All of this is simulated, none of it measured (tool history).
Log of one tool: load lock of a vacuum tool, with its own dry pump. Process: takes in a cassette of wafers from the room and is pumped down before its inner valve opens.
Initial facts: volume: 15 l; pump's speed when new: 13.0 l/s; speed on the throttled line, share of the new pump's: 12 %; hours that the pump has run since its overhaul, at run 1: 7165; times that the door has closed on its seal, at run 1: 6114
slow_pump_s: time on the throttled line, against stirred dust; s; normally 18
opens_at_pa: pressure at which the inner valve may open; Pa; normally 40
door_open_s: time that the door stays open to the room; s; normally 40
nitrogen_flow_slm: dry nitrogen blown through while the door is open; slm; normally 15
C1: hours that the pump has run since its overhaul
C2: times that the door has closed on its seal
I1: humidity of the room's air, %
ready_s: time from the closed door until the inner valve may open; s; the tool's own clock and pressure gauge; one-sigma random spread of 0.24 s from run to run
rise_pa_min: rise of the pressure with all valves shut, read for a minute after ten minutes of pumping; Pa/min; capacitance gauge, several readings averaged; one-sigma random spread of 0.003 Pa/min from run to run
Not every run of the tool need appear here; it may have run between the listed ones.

{"run": 1, "hour": 0.0, "slow_pump_s": 18, "opens_at_pa": 40, "door_open_s": 40, "nitrogen_flow_slm": 15, "C1": 7165, "C2": 6114, "I1": 44.2, "ready_s": 26.2, "rise_pa_min": 0.078}
{"run": 2, "hour": 109.0, "slow_pump_s": 18, "opens_at_pa": 40, "door_open_s": 40, "nitrogen_flow_slm": 15, "C1": 7274, "C2": 6494, "I1": 49.8, "ready_s": 26.4, "rise_pa_min": 0.084}
{"run": 3, "hour": 293.4, "slow_pump_s": 18, "opens_at_pa": 47, "door_open_s": 40, "nitrogen_flow_slm": 15, "C1": 7459, "C2": 7136, "I1": 46.9, "ready_s": 25.6, "rise_pa_min": 0.085}
{"run": 4, "hour": 502.9, "slow_pump_s": 18, "opens_at_pa": 52, "door_open_s": 40, "nitrogen_flow_slm": 15, "C1": 7668, "C2": 7866, "I1": 43.0, "ready_s": 25.8, "rise_pa_min": 0.078}
{"run": 5, "hour": 687.7, "slow_pump_s": 14, "opens_at_pa": 40, "door_open_s": 40, "nitrogen_flow_slm": 15, "C1": 7853, "C2": 8510, "I1": 44.1, "ready_s": 22.5, "rise_pa_min": 0.092}
{"run": 6, "hour": 885.2, "slow_pump_s": 14, "opens_at_pa": 40, "door_open_s": 40, "nitrogen_flow_slm": 15, "C1": 8051, "C2": 9198, "I1": 42.9, "ready_s": 22.4, "rise_pa_min": 0.093}
{"run": 7, "hour": 1056.9, "slow_pump_s": 14, "opens_at_pa": 38, "door_open_s": 40, "nitrogen_flow_slm": 15, "C1": 8222, "C2": 9796, "I1": 43.4, "ready_s": 22.8, "rise_pa_min": 0.095}
{"run": 8, "hour": 1237.3, "slow_pump_s": 14, "opens_at_pa": 38, "door_open_s": 40, "nitrogen_flow_slm": 15, "C1": 8403, "C2": 10424, "I1": 42.5, "ready_s": 22.7, "rise_pa_min": 0.094}
{"run": 9, "hour": 1331.5, "slow_pump_s": 14, "opens_at_pa": 38, "door_open_s": 40, "nitrogen_flow_slm": 15, "C1": 8497, "C2": 10752, "I1": 47.1, "ready_s": 22.5, "rise_pa_min": 0.104}
{"run": 10, "hour": 1478.6, "slow_pump_s": 14, "opens_at_pa": 38, "door_open_s": 40, "nitrogen_flow_slm": 15, "C1": 8644, "C2": 11265, "I1": 45.9, "ready_s": 23.1, "rise_pa_min": 0.107}
{"run": 11, "hour": 1640.5, "slow_pump_s": 14, "opens_at_pa": 38, "door_open_s": 40, "nitrogen_flow_slm": 15, "C1": 8806, "C2": 11829, "I1": 45.9, "ready_s": 23.4, "rise_pa_min": 0.106}
{"run": 12, "hour": 1813.5, "slow_pump_s": 18, "opens_at_pa": 40, "door_open_s": 40, "nitrogen_flow_slm": 20, "C1": 8979, "C2": 12431, "I1": 50.3, "ready_s": 26.2, "rise_pa_min": 0.107}
{"run": 13, "hour": 1903.5, "slow_pump_s": 18, "opens_at_pa": 56, "door_open_s": 72, "nitrogen_flow_slm": 15, "C1": 9069, "C2": 12745, "I1": 47.0, "ready_s": 26.0, "rise_pa_min": 0.128}
{"run": 14, "hour": 2034.0, "slow_pump_s": 18, "opens_at_pa": 74, "door_open_s": 148, "nitrogen_flow_slm": 24, "C1": 9199, "C2": 13199, "I1": 45.0, "ready_s": 25.6, "rise_pa_min": 0.142}
{"run": 15, "hour": 2191.7, "slow_pump_s": 14, "opens_at_pa": 65, "door_open_s": 68, "nitrogen_flow_slm": 17, "C1": 9357, "C2": 13749, "I1": 44.7, "ready_s": 22.3, "rise_pa_min": 0.128}
{"run": 16, "hour": 2320.2, "slow_pump_s": 24, "opens_at_pa": 35, "door_open_s": 40, "nitrogen_flow_slm": 15, "C1": 9486, "C2": 14196, "I1": 43.2, "ready_s": 31.4, "rise_pa_min": 0.114}
{"run": 17, "hour": 2420.7, "slow_pump_s": 13, "opens_at_pa": 72, "door_open_s": 37, "nitrogen_flow_slm": 5, "C1": 9586, "C2": 14547, "I1": 43.3, "ready_s": 21.4, "rise_pa_min": 0.124}
{"run": 18, "hour": 2640.9, "slow_pump_s": 16, "opens_at_pa": 40, "door_open_s": 40, "nitrogen_flow_slm": 10, "C1": 9806, "C2": 15313, "I1": 46.2, "ready_s": 25.1, "rise_pa_min": 0.127}
{"run": 19, "hour": 2741.3, "slow_pump_s": 16, "opens_at_pa": 40, "door_open_s": 40, "nitrogen_flow_slm": 10, "C1": 9907, "C2": 15663, "I1": 45.4, "ready_s": 24.8, "rise_pa_min": 0.13}
{"run": 20, "hour": 2901.9, "slow_pump_s": 18, "opens_at_pa": 36, "door_open_s": 40, "nitrogen_flow_slm": 14, "C1": 10067, "C2": 16222, "I1": 46.6, "ready_s": 27.1, "rise_pa_min": 0.129}
{"run": 21, "hour": 3014.7, "slow_pump_s": 12, "opens_at_pa": 42, "door_open_s": 40, "nitrogen_flow_slm": 15, "C1": 10180, "C2": 16615, "I1": 45.6, "ready_s": 21.2, "rise_pa_min": 0.129}
{"run": 22, "hour": 3111.6, "slow_pump_s": 18, "opens_at_pa": 53, "door_open_s": 40, "nitrogen_flow_slm": 14, "C1": 10277, "C2": 16953, "I1": 43.8, "ready_s": 25.7, "rise_pa_min": 0.134}
{"run": 23, "hour": 3290.8, "slow_pump_s": 18, "opens_at_pa": 53, "door_open_s": 40, "nitrogen_flow_slm": 14, "C1": 10456, "C2": 17577, "I1": 44.1, "ready_s": 26.3, "rise_pa_min": 0.137}
{"run": 24, "hour": 3484.1, "slow_pump_s": 18, "opens_at_pa": 53, "door_open_s": 40, "nitrogen_flow_slm": 14, "C1": 10649, "C2": 18251, "I1": 45.6, "ready_s": 26.4, "rise_pa_min": 0.137}

Hidden state or all else? Some run-to-run changes of ready_s, split into what the settings, what came in and random variation would give without the hidden state, and what is left for the hidden state (with any gauge scatter that isn't in both results):
Hidden state at play: pump's speed, % of a new pump's; leak at the door's seal, Pa l/s; drift of the gauge itself on ready_s, %; drift of the gauge itself on rise_pa_min, %.
Run 4 -> 5: slow_pump_s 18 -> 14, opens_at_pa 52 -> 40. ready_s -3.3 s: hidden state +0.2, all else -3.5.
Run 14 -> 15: slow_pump_s 18 -> 14, opens_at_pa 74 -> 65, door_open_s 148 -> 68, nitrogen_flow_slm 24 -> 17. ready_s -3.3 s: hidden state +0.2, all else -3.5.
Run 15 -> 16: slow_pump_s 14 -> 24, opens_at_pa 65 -> 35, door_open_s 68 -> 40, nitrogen_flow_slm 17 -> 15. ready_s +9.1 s: hidden state -0.1, all else +9.2.
Run 16 -> 17: slow_pump_s 24 -> 13, opens_at_pa 35 -> 72, door_open_s 40 -> 37, nitrogen_flow_slm 15 -> 5. ready_s -10.0 s: hidden state +0.2, all else -10.2.

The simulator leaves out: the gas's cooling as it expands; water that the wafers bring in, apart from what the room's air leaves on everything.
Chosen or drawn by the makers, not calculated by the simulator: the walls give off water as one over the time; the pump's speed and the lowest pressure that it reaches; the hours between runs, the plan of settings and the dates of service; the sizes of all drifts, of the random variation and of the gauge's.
